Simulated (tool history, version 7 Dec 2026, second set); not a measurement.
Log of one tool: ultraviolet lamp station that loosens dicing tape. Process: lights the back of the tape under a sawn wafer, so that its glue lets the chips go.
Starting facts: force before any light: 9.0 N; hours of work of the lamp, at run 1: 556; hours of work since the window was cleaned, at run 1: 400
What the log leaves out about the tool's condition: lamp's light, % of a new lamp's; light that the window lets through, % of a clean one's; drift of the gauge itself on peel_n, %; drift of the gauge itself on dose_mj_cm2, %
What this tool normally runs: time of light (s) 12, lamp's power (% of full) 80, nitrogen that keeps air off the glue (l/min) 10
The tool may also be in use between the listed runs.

run,hour,time of light (s),lamp's power (% of full),nitrogen that keeps air off the glue (l/min),hours of work of the lamp,hours of work since the window was cleaned,force that peels the tape off (N),light that reached the tape (J/m2)
1,0.0,12,80,10,556,400,0.316,3280
2,16.4,9,80,10,567,411,0.602,2510
3,32.2,9,68,10,577,421,0.887,2090
4,50.9,12,79,10,590,434,0.325,3230
5,66.6,12,85,10,601,444,0.287,3440
6,81.4,12,85,7,610,454,0.390,3460
7,96.6,12,64,10,621,464,0.576,2610
8,115.4,12,80,10,633,477,0.345,3170
9,130.6,12,80,10,643,487,0.342,3180
10,141.6,12,80,10,651,495,0.341,3190
11,157.1,12,80,10,661,505,0.349,3180
12,174.1,12,80,10,673,516,0.341,3120
# hour 184.3: window cleaned of glue's vapour
13,192.5,12,80,10,685,5,0.332,3330
14,203.8,12,80,10,692,13,0.314,3260
15,222.9,12,80,10,705,26,0.325,3200
16,240.2,8,64,14,716,37,0.973,1700
17,259.4,8,64,14,729,50,1.082,1690
18,280.3,8,64,14,743,64,1.060,1700
19,298.0,8,64,14,755,76,1.030,1680
20,315.6,12,82,10,767,88,0.318,3240
21,334.9,12,82,10,780,101,0.331,3230
22,348.9,13,96,5,789,110,0.376,4020
23,369.5,13,96,5,803,124,0.388,3990
24,383.3,8,65,3,812,133,2.722,1660
25,398.6,8,78,14,823,143,0.726,1990
26,411.5,19,91,7,831,152,0.170,5600
27,422.5,12,80,19,838,159,0.234,3050
28,436.7,9,90,4,848,169,1.182,2580
29,455.3,9,76,5,860,181,1.390,2140
30,469.4,21,67,7,870,191,0.231,4390

Forecast each of these 5 alternatives for the next run:
A,483.2,17,63,17,879,200,?,?
B,483.2,17,83,14,879,200,?,?
C,483.2,12,67,3,879,200,?,?
D,483.2,12,80,6,879,200,?,?
E,483.2,12,71,12,879,200,?,?

run,force that peels the tape off (N),light that reached the tape (J/m2)
A,0.226,3400
B,0.165,4470
C,1.561,2510
D,0.592,3020
E,0.431,2660
The same runs, with their run-to-run variation unchanged, on a tool lacking any hidden condition would have given:
run,force that peels the tape off (N),light that reached the tape (J/m2)
A,0.168,4600
B,0.146,6060
C,0.886,3390
D,0.302,4090
E,0.233,3610

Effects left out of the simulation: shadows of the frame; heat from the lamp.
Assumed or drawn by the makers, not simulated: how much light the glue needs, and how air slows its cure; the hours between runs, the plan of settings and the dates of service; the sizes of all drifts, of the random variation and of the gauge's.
